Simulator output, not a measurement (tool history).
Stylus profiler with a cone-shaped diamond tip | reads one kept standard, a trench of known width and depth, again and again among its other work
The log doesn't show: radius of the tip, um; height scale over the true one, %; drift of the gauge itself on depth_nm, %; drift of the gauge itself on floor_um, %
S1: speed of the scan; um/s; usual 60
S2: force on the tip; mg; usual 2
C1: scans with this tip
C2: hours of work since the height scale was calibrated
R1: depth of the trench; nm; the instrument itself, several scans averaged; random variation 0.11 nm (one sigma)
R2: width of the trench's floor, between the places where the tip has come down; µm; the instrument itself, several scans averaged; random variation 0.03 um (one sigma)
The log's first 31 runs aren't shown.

run    hour   S1    S2    C1   C2      R1     R2
 32   760.2   15  5.18  7361   80  205.41   27.8
 33   791.1   60  4.69  7467  101  205.36  27.76
 34   822.5  111  2.22  7574  123  203.43  27.42
 35   856.1  111  2.22  7689  146  203.28  27.46
 36     879  111  2.22  7767  161  203.19  27.52
 37   897.3   56  0.67  7830  174  201.64  27.47
 38   912.2  142  2.24  7881  184  203.28  27.36
 39   942.3   25  0.68  7984  205  201.64  27.67
 40   978.3   18   0.8  8107  229   201.9  27.78
 41   999.7  228   0.8  8180  244   201.9  26.45
 42  1017.8  216  5.32  8242  256  205.97  27.34
 43  1037.7  216  5.32  8310  270   205.7  27.28
 44  1059.7   53  2.67  8385  285   203.9  27.67
 45  1086.4  180  3.37  8477  303  204.62  27.27
 46    1103   38  2.68  8533  315  203.93  27.74
 47    1126   60  2.79  8612  330   203.8  27.62

Forecast each of these 3 alternatives for the next run:
  A  1144  33   1.1  8673  343   ?   ?
  B  1144  60   5.6  8673  343   ?   ?
  C  1144  55  1.13  8673  343   ?   ?

run      R1     R2
  A  202.47  27.67
  B  205.94  27.62
  C  202.28  27.51
Without the tool's hidden state the same runs would have given:
run      R1     R2
  A  202.15   28.1
  B  205.61  28.05
  C  201.96  27.95
